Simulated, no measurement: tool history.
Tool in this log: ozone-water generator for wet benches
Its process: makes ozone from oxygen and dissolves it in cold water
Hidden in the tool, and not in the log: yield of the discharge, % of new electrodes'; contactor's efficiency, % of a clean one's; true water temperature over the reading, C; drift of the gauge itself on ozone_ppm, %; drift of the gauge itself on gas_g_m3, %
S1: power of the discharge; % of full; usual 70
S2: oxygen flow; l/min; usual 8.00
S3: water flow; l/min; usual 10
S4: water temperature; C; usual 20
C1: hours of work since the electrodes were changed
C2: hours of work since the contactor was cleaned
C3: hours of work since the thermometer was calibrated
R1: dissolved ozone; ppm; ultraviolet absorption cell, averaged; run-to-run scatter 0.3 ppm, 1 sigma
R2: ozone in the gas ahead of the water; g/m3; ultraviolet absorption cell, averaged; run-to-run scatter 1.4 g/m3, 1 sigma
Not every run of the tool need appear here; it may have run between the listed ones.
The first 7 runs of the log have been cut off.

| run | hour | S1 | S2 | S3 | S4 | C1 | C2 | C3 | R1 | R2 |
|---|---|---|---|---|---|---|---|---|---|---|
| 8 | 201.1 | 70 | 8.00 | 10 | 20 | 1161 | 4440 | 599 | 44.0 | 251.8 |
| 9 | 234.6 | 70 | 8.00 | 10 | 20 | 1185 | 4464 | 623 | 44.2 | 251.8 |
| 10 | 267.2 | 70 | 8.00 | 10 | 20 | 1209 | 4488 | 647 | 44.2 | 249.8 |
| 11 | 301.5 | 70 | 8.00 | 10 | 20 | 1234 | 4513 | 672 | 44.0 | 251.6 |
| 12 | 321.7 | 70 | 8.00 | 10 | 20 | 1248 | 4527 | 686 | 43.6 | 249.9 |
| 13 | 356.8 | 70 | 8.00 | 10 | 20 | 1274 | 4553 | 712 | 44.0 | 252.1 |
| 14 | 386.8 | 70 | 12.56 | 10 | 20 | 1295 | 4575 | 734 | 42.1 | 216.9 |
| 15 | 422.6 | 70 | 12.56 | 10 | 20 | 1322 | 4601 | 760 | 42.0 | 213.3 |
| 16 | 449.6 | 70 | 12.56 | 10 | 20 | 1341 | 4620 | 779 | 41.9 | 213.4 |
| 17 | 487.6 | 70 | 12.56 | 10 | 20 | 1369 | 4648 | 807 | 41.8 | 216.2 |
| 18 | 519.7 | 70 | 12.56 | 10 | 20 | 1392 | 4671 | 830 | 41.9 | 212.7 |
|  | 521.9 | water thermometer calibrated |
| 19 | 542.7 | 53 | 5.41 | 10 | 20 | 1408 | 4688 | 15 | 35.6 | 228.4 |
| 20 | 573.7 | 70 | 12.78 | 7 | 26 | 1431 | 4710 | 38 | 40.9 | 212.7 |
| 21 | 611.8 | 92 | 12.78 | 7 | 17 | 1459 | 4738 | 65 | 65.4 | 265.2 |
| 22 | 641.5 | 83 | 8.00 | 10 | 13 | 1480 | 4759 | 87 | 58.9 | 287.2 |
| 23 | 682.0 | 68 | 4.03 | 13 | 21 | 1510 | 4789 | 116 | 34.0 | 310.7 |
| 24 | 723.3 | 81 | 8.58 | 10 | 16 | 1540 | 4819 | 146 | 53.5 | 274.2 |
| 25 | 756.5 | 99 | 8.00 | 10 | 20 | 1564 | 4843 | 170 | 57.4 | 327.7 |
|  | 775.2 | water thermometer calibrated, once more |
| 26 | 793.3 | 70 | 9.45 | 10 | 20 | 1590 | 4869 | 13 | 42.7 | 237.4 |
| 27 | 833.5 | 49 | 4.70 | 10 | 20 | 1619 | 4899 | 42 | 33.1 | 226.5 |
| 28 | 857.8 | 49 | 4.70 | 10 | 20 | 1637 | 4916 | 60 | 32.7 | 227.5 |
| 29 | 890.5 | 49 | 6.06 | 10 | 20 | 1661 | 4940 | 84 | 33.3 | 207.0 |

Estimate the outcome of run 30 from the log above:
| 30 | 924.1 | 41 | 8.00 | 9 | 14 | 1685 | 4964 | 108 | ? | ? |

Run 30 yielded R1 35.1 ppm, R2 163.9 g/m3.
Were there no unlogged condition in the tool, this run, its random variation unchanged, would have produced R1 36.8 ppm, R2 167.0 g/m3.

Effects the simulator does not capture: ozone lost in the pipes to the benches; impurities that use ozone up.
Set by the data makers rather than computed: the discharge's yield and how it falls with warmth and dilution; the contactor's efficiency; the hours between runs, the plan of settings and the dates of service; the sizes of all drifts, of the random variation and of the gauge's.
